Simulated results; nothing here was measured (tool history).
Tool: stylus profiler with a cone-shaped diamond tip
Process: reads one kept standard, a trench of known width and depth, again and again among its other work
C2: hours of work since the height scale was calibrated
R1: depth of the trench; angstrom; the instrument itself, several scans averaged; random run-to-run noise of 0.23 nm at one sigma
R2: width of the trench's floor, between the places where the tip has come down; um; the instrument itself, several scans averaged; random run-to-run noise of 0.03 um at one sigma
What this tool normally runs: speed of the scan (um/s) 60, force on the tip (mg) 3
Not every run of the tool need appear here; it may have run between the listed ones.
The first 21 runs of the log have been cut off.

Run 22, hour 874.9: usual settings but speed of the scan (um/s) 56, force on the tip (mg) 6.64; scans with this tip 17964; C2 268. Result: R1 10302.4 angstrom, R2 89.17 um.
Run 23, hour 913.1: usual settings but speed of the scan (um/s) 56, force on the tip (mg) 6.64; scans with this tip 18348; C2 296. Result: R1 10306.6 angstrom, R2 89.03 um.
Run 24, hour 965.1: usual settings but force on the tip (mg) 5.67; scans with this tip 18870; C2 332. Result: R1 10273 angstrom, R2 88.95 um.
Run 25, hour 1028.9: usual settings but force on the tip (mg) 5.67; scans with this tip 19511; C2 377. Result: R1 10270.3 angstrom, R2 88.81 um.
Run 26, hour 1065.8: usual settings but speed of the scan (um/s) 35, force on the tip (mg) 1.79; scans with this tip 19881; C2 403. Result: R1 10117.2 angstrom, R2 88.7 um.
Run 27, hour 1132.7: usual settings but speed of the scan (um/s) 69, force on the tip (mg) 4.63; scans with this tip 20554; C2 451. Result: R1 10237.9 angstrom, R2 88.57 um.
Run 28, hour 1163.7: usual settings but speed of the scan (um/s) 46, force on the tip (mg) 2.92; scans with this tip 20864; C2 472. Result: R1 10165.2 angstrom, R2 88.58 um.
Run 29, hour 1218.7: usual settings but speed of the scan (um/s) 46, force on the tip (mg) 2.92; scans with this tip 21417; C2 511. Result: R1 10164.7 angstrom, R2 88.43 um.
Run 30, hour 1248.5: usual settings but force on the tip (mg) 6.99; scans with this tip 21717; C2 532. Result: R1 10305.2 angstrom, R2 88.42 um.
Run 31, hour 1314.4: usual settings but force on the tip (mg) 6.99; scans with this tip 22379; C2 579. Result: R1 10307 angstrom, R2 88.33 um.
At hour 1334.7: new tip fitted, height scale calibrated.
Run 32, hour 1343.7: usual settings but speed of the scan (um/s) 21, force on the tip (mg) 4.57; scans with this tip 89; C2 6. Result: R1 10247.6 angstrom, R2 93.86 um.
Run 33, hour 1410.5: usual settings but speed of the scan (um/s) 154; scans with this tip 761; C2 53. Result: R1 10183.7 angstrom, R2 92.84 um.
Run 34, hour 1458.3: usual settings but speed of the scan (um/s) 25; scans with this tip 1241; C2 87. Result: R1 10185.9 angstrom, R2 93.39 um.
Run 35, hour 1524.5: usual settings but speed of the scan (um/s) 86, force on the tip (mg) 2.89; scans with this tip 1906; C2 134. Result: R1 10176.6 angstrom, R2 92.88 um.
Run 36, hour 1573.8: usual settings but speed of the scan (um/s) 20, force on the tip (mg) 7.18; scans with this tip 2401; C2 169. Result: R1 10326.7 angstrom, R2 93.16 um.
Run 37, hour 1604.6: usual settings but speed of the scan (um/s) 20, force on the tip (mg) 7.18; scans with this tip 2710; C2 191. Result: R1 10328.9 angstrom, R2 93.05 um.
Run 38, hour 1638.3: usual settings but speed of the scan (um/s) 58, force on the tip (mg) 6.2; scans with this tip 3049; C2 214. Result: R1 10296.7 angstrom, R2 92.79 um.
Run 39, hour 1690.5: usual settings but speed of the scan (um/s) 44, force on the tip (mg) 2.59; scans with this tip 3573; C2 251. Result: R1 10161 angstrom, R2 92.59 um.
Run 40, hour 1733.5: usual settings but speed of the scan (um/s) 17, force on the tip (mg) 7.79; scans with this tip 4006; C2 282. Result: R1 10339.1 angstrom, R2 92.72 um.
Run 41, hour 1790.7: usual settings but speed of the scan (um/s) 95, force on the tip (mg) 1.77; scans with this tip 4580; C2 322. Result: R1 10116 angstrom, R2 91.87 um.
Run 42, hour 1825.7: usual settings but speed of the scan (um/s) 83, force on the tip (mg) 1.77; scans with this tip 4931; C2 347. Result: R1 10119.8 angstrom, R2 91.89 um.
Run 43, hour 1869.8: usual settings but speed of the scan (um/s) 28, force on the tip (mg) 1.24; scans with this tip 5374; C2 378. Result: R1 10087.7 angstrom, R2 92.07 um.
Run 44, hour 1905.2: usual settings but speed of the scan (um/s) 26, force on the tip (mg) 7.17; scans with this tip 5730; C2 403. Result: R1 10319.7 angstrom, R2 92.18 um.
Run 45, hour 1956.2: usual settings but speed of the scan (um/s) 26, force on the tip (mg) 7.17; scans with this tip 6243; C2 439. Result: R1 10316.1 angstrom, R2 92.08 um.

3 options for the next run, each taken on its own from the tool as it stands now. Forecast them:
Run A, hour 1983.9: usual settings but speed of the scan (um/s) 37, force on the tip (mg) 5.27; scans with this tip 6520; C2 458. Result: R1 ?, R2 ?.
Run B, hour 1983.9: usual settings but speed of the scan (um/s) 77, force on the tip (mg) 1.07; scans with this tip 6520; C2 458. Result: R1 ?, R2 ?.
Run C, hour 1983.9: usual settings but speed of the scan (um/s) 217, force on the tip (mg) 3.95; scans with this tip 6520; C2 458. Result: R1 ?, R2 ?.

run       R1     R2
  A    10254  91.89
  B  10078.7  91.33
  C  10205.5  91.03
Had the tool no hidden state, the same runs would have come out as:
run       R1     R2
  A  10268.6   93.8
  B  10093.1  93.25
  C    10220  92.94
